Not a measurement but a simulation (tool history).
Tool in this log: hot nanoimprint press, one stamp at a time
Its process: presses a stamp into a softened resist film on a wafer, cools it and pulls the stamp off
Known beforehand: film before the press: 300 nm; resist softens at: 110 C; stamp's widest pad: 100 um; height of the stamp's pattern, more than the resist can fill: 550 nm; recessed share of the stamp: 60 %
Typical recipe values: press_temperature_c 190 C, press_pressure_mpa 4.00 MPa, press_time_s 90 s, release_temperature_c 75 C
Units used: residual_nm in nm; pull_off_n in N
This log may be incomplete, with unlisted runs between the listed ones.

{"run": 1, "hour": 0.0, "press_temperature_c": 190, "press_pressure_mpa": 4.0, "press_time_s": 90, "release_temperature_c": 75, "residual_nm": 120.3, "pull_off_n": 183}
{"run": 2, "hour": 10.2, "press_temperature_c": 183, "press_pressure_mpa": 4.0, "press_time_s": 90, "release_temperature_c": 75, "residual_nm": 149.1, "pull_off_n": 183}
{"run": 3, "hour": 15.2, "press_temperature_c": 190, "press_pressure_mpa": 4.0, "press_time_s": 90, "release_temperature_c": 75, "residual_nm": 121.1, "pull_off_n": 186}
{"run": 4, "hour": 23.8, "press_temperature_c": 192, "press_pressure_mpa": 4.0, "press_time_s": 90, "release_temperature_c": 75, "residual_nm": 113.8, "pull_off_n": 187}
{"run": 5, "hour": 28.3, "press_temperature_c": 190, "press_pressure_mpa": 4.0, "press_time_s": 90, "release_temperature_c": 75, "residual_nm": 120.8, "pull_off_n": 182}
{"run": 6, "hour": 37.2, "press_temperature_c": 190, "press_pressure_mpa": 4.0, "press_time_s": 90, "release_temperature_c": 75, "residual_nm": 121.1, "pull_off_n": 184}
{"run": 7, "hour": 48.2, "press_temperature_c": 190, "press_pressure_mpa": 4.0, "press_time_s": 90, "release_temperature_c": 81, "residual_nm": 120.1, "pull_off_n": 163}
{"run": 8, "hour": 56.8, "press_temperature_c": 190, "press_pressure_mpa": 4.0, "press_time_s": 90, "release_temperature_c": 81, "residual_nm": 120.1, "pull_off_n": 161}
{"hour": 60.3, "done": "plate thermocouple calibrated"}
{"run": 9, "hour": 65.4, "press_temperature_c": 190, "press_pressure_mpa": 4.0, "press_time_s": 90, "release_temperature_c": 81, "residual_nm": 123.4, "pull_off_n": 167}
{"run": 10, "hour": 75.5, "press_temperature_c": 190, "press_pressure_mpa": 4.0, "press_time_s": 103, "release_temperature_c": 75, "residual_nm": 116.2, "pull_off_n": 185}
{"run": 11, "hour": 80.8, "press_temperature_c": 190, "press_pressure_mpa": 4.0, "press_time_s": 103, "release_temperature_c": 75, "residual_nm": 116.2, "pull_off_n": 197}
{"run": 12, "hour": 88.9, "press_temperature_c": 190, "press_pressure_mpa": 4.0, "press_time_s": 103, "release_temperature_c": 75, "residual_nm": 116.4, "pull_off_n": 188}
{"run": 13, "hour": 96.7, "press_temperature_c": 190, "press_pressure_mpa": 4.0, "press_time_s": 90, "release_temperature_c": 75, "residual_nm": 122.7, "pull_off_n": 186}
{"run": 14, "hour": 106.7, "press_temperature_c": 190, "press_pressure_mpa": 4.0, "press_time_s": 90, "release_temperature_c": 75, "residual_nm": 122.5, "pull_off_n": 181}
{"run": 15, "hour": 111.7, "press_temperature_c": 190, "press_pressure_mpa": 4.0, "press_time_s": 90, "release_temperature_c": 75, "residual_nm": 122.9, "pull_off_n": 187}
{"hour": 115.8, "done": "plate thermocouple calibrated, once more"}
{"run": 16, "hour": 121.1, "press_temperature_c": 190, "press_pressure_mpa": 4.0, "press_time_s": 90, "release_temperature_c": 75, "residual_nm": 117.7, "pull_off_n": 180}
{"run": 17, "hour": 129.0, "press_temperature_c": 190, "press_pressure_mpa": 4.0, "press_time_s": 90, "release_temperature_c": 75, "residual_nm": 116.4, "pull_off_n": 183}
{"run": 18, "hour": 138.7, "press_temperature_c": 189, "press_pressure_mpa": 3.5, "press_time_s": 52, "release_temperature_c": 79, "residual_nm": 154.9, "pull_off_n": 168}
{"run": 19, "hour": 147.7, "press_temperature_c": 190, "press_pressure_mpa": 3.07, "press_time_s": 90, "release_temperature_c": 75, "residual_nm": 132.4, "pull_off_n": 178}
{"run": 20, "hour": 154.5, "press_temperature_c": 189, "press_pressure_mpa": 5.89, "press_time_s": 105, "release_temperature_c": 74, "residual_nm": 93.6, "pull_off_n": 185}
{"run": 21, "hour": 160.0, "press_temperature_c": 189, "press_pressure_mpa": 5.89, "press_time_s": 105, "release_temperature_c": 74, "residual_nm": 93.4, "pull_off_n": 192}
{"run": 22, "hour": 170.3, "press_temperature_c": 189, "press_pressure_mpa": 5.89, "press_time_s": 70, "release_temperature_c": 82, "residual_nm": 110.8, "pull_off_n": 162}
{"run": 23, "hour": 179.3, "press_temperature_c": 183, "press_pressure_mpa": 4.0, "press_time_s": 90, "release_temperature_c": 74, "residual_nm": 146.7, "pull_off_n": 184}
{"run": 24, "hour": 189.2, "press_temperature_c": 191, "press_pressure_mpa": 4.0, "press_time_s": 178, "release_temperature_c": 75, "residual_nm": 86.2, "pull_off_n": 187}
{"run": 25, "hour": 199.9, "press_temperature_c": 186, "press_pressure_mpa": 4.09, "press_time_s": 91, "release_temperature_c": 75, "residual_nm": 132.2, "pull_off_n": 189}
{"run": 26, "hour": 208.7, "press_temperature_c": 186, "press_pressure_mpa": 4.09, "press_time_s": 91, "release_temperature_c": 75, "residual_nm": 132.2, "pull_off_n": 189}
{"run": 27, "hour": 214.2, "press_temperature_c": 187, "press_pressure_mpa": 4.09, "press_time_s": 120, "release_temperature_c": 75, "residual_nm": 114.0, "pull_off_n": 187}
{"hour": 227.1, "done": "stamp cleaned and given a new release coat"}
{"run": 28, "hour": 228.7, "press_temperature_c": 187, "press_pressure_mpa": 4.09, "press_time_s": 143, "release_temperature_c": 78, "residual_nm": 107.2, "pull_off_n": 153}
{"run": 29, "hour": 233.9, "press_temperature_c": 186, "press_pressure_mpa": 3.91, "press_time_s": 90, "release_temperature_c": 75, "residual_nm": 135.4, "pull_off_n": 156}

What if the next run were any one of these 5? Each begins from the tool's condition after run 29:
{"run": "A", "hour": 239.9, "press_temperature_c": 201, "press_pressure_mpa": 4.0, "press_time_s": 62, "release_temperature_c": 79, "residual_nm": "?", "pull_off_n": "?"}
{"run": "B", "hour": 239.9, "press_temperature_c": 186, "press_pressure_mpa": 5.29, "press_time_s": 90, "release_temperature_c": 78, "residual_nm": "?", "pull_off_n": "?"}
{"run": "C", "hour": 239.9, "press_temperature_c": 190, "press_pressure_mpa": 4.0, "press_time_s": 52, "release_temperature_c": 75, "residual_nm": "?", "pull_off_n": "?"}
{"run": "D", "hour": 239.9, "press_temperature_c": 190, "press_pressure_mpa": 2.96, "press_time_s": 159, "release_temperature_c": 72, "residual_nm": "?", "pull_off_n": "?"}
{"run": "E", "hour": 239.9, "press_temperature_c": 186, "press_pressure_mpa": 3.91, "press_time_s": 64, "release_temperature_c": 75, "residual_nm": "?", "pull_off_n": "?"}

run=A residual_nm=97.8 pull_off_n=146
run=B residual_nm=116.6 pull_off_n=150
run=C residual_nm=143.8 pull_off_n=158
run=D residual_nm=111.1 pull_off_n=174
run=E residual_nm=150.8 pull_off_n=163
What these runs would have given with no unlogged condition in the tool:
run=A residual_nm=96.8 pull_off_n=146
run=B residual_nm=115.0 pull_off_n=150
run=C residual_nm=142.4 pull_off_n=158
run=D residual_nm=110.3 pull_off_n=174
run=E residual_nm=149.5 pull_off_n=163
